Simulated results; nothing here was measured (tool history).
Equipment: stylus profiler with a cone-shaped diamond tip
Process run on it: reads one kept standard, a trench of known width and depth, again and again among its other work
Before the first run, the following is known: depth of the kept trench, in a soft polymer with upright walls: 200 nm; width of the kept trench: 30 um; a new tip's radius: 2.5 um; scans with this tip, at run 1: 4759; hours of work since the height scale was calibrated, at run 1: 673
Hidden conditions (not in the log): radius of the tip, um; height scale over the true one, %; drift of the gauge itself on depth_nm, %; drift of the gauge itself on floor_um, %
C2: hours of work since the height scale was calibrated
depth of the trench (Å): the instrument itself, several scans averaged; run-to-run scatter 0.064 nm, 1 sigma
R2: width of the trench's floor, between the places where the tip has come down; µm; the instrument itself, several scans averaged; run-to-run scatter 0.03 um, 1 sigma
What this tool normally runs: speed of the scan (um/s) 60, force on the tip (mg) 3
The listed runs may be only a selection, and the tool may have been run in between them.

Run 1, hour 0: usual settings; scans with this tip 4759; C2 673. Result: depth of the trench (Å) 2020.9, R2 27.65 µm.
Run 2, hour 49.2: usual settings; scans with this tip 4983; C2 704. Result: depth of the trench (Å) 2019.8, R2 27.65 µm.
Run 3, hour 78.8: usual settings but speed of the scan (um/s) 30; scans with this tip 5117; C2 723. Result: depth of the trench (Å) 2020.8, R2 27.73 µm.
Run 4, hour 100.2: usual settings but force on the tip (mg) 4.33; scans with this tip 5214; C2 737. Result: depth of the trench (Å) 2027.6, R2 27.62 µm.
Run 5, hour 132.1: usual settings; scans with this tip 5359; C2 758. Result: depth of the trench (Å) 2021.1, R2 27.6 µm.
Run 6, hour 158.6: usual settings; scans with this tip 5480; C2 775. Result: depth of the trench (Å) 2021.1, R2 27.57 µm.
Run 7, hour 182.1: usual settings; scans with this tip 5586; C2 790. Result: depth of the trench (Å) 2020.5, R2 27.56 µm.
Run 8, hour 204.9: usual settings; scans with this tip 5690; C2 804. Result: depth of the trench (Å) 2020.3, R2 27.6 µm.
Run 9, hour 232.1: usual settings but speed of the scan (um/s) 25; scans with this tip 5814; C2 822. Result: depth of the trench (Å) 2019.8, R2 27.64 µm.
Run 10, hour 277.1: usual settings but speed of the scan (um/s) 25; scans with this tip 6018; C2 851. Result: depth of the trench (Å) 2019.7, R2 27.7 µm.
Run 11, hour 321.5: usual settings; scans with this tip 6220; C2 879. Result: depth of the trench (Å) 2020.2, R2 27.56 µm.
Run 12, hour 346.2: usual settings but force on the tip (mg) 2.03; scans with this tip 6332; C2 895. Result: depth of the trench (Å) 2014.2, R2 27.48 µm.
Run 13, hour 393.7: usual settings but speed of the scan (um/s) 106, force on the tip (mg) 1.93; scans with this tip 6547; C2 926. Result: depth of the trench (Å) 2014.2, R2 27.39 µm.
Run 14, hour 432.4: usual settings but speed of the scan (um/s) 32, force on the tip (mg) 1.86; scans with this tip 6723; C2 951. Result: depth of the trench (Å) 2015.6, R2 27.61 µm.
Run 15, hour 482.1: usual settings but speed of the scan (um/s) 52, force on the tip (mg) 7.46; scans with this tip 6949; C2 982. Result: depth of the trench (Å) 2039.1, R2 27.6 µm.
Run 16, hour 523.4: usual settings but speed of the scan (um/s) 22, force on the tip (mg) 4.11; scans with this tip 7136; C2 1009. Result: depth of the trench (Å) 2024.5, R2 27.63 µm.
Run 17, hour 559.1: usual settings but speed of the scan (um/s) 22, force on the tip (mg) 4.11; scans with this tip 7299; C2 1032. Result: depth of the trench (Å) 2024.5, R2 27.58 µm.
Run 18, hour 581.8: usual settings but speed of the scan (um/s) 22, force on the tip (mg) 4.11; scans with this tip 7402; C2 1046. Result: depth of the trench (Å) 2025.3, R2 27.61 µm.
Run 19, hour 616.4: usual settings but force on the tip (mg) 5.22; scans with this tip 7559; C2 1069. Result: depth of the trench (Å) 2029.3, R2 27.56 µm.
Run 20, hour 668.1: usual settings but force on the tip (mg) 5.22; scans with this tip 7794; C2 1102. Result: depth of the trench (Å) 2029.9, R2 27.48 µm.
Run 21, hour 704.5: usual settings but force on the tip (mg) 5.22; scans with this tip 7959; C2 1125. Result: depth of the trench (Å) 2030.2, R2 27.51 µm.

Each row is a separate what-if for the run after 21, all from the same tool condition, not one after another. Results?
Run A, hour 743.3: usual settings but speed of the scan (um/s) 33, force on the tip (mg) 3.46; scans with this tip 8135; C2 1150. Result: depth of the trench (Å) ?, R2 ?.
Run B, hour 743.3: usual settings but speed of the scan (um/s) 40, force on the tip (mg) 4.55; scans with this tip 8135; C2 1150. Result: depth of the trench (Å) ?, R2 ?.
Run C, hour 743.3: usual settings but speed of the scan (um/s) 92, force on the tip (mg) 2.13; scans with this tip 8135; C2 1150. Result: depth of the trench (Å) ?, R2 ?.
Run D, hour 743.3: usual settings but speed of the scan (um/s) 217, force on the tip (mg) 1.17; scans with this tip 8135; C2 1150. Result: depth of the trench (Å) ?, R2 ?.
Run E, hour 743.3: usual settings but speed of the scan (um/s) 126, force on the tip (mg) 3.12; scans with this tip 8135; C2 1150. Result: depth of the trench (Å) ?, R2 ?.

run  depth of the trench (Å)     R2
  A                   2021.6  27.58
  B                   2027.5  27.57
  C                   2014.8  27.43
  D                   2008.5  26.89
  E                   2019.8  27.36
What these runs would have given with no unlogged condition in the tool:
run  depth of the trench (Å)     R2
  A                     2026  28.02
  B                   2031.9     28
  C                   2019.1  27.87
  D                   2012.9  27.33
  E                   2024.2  27.79
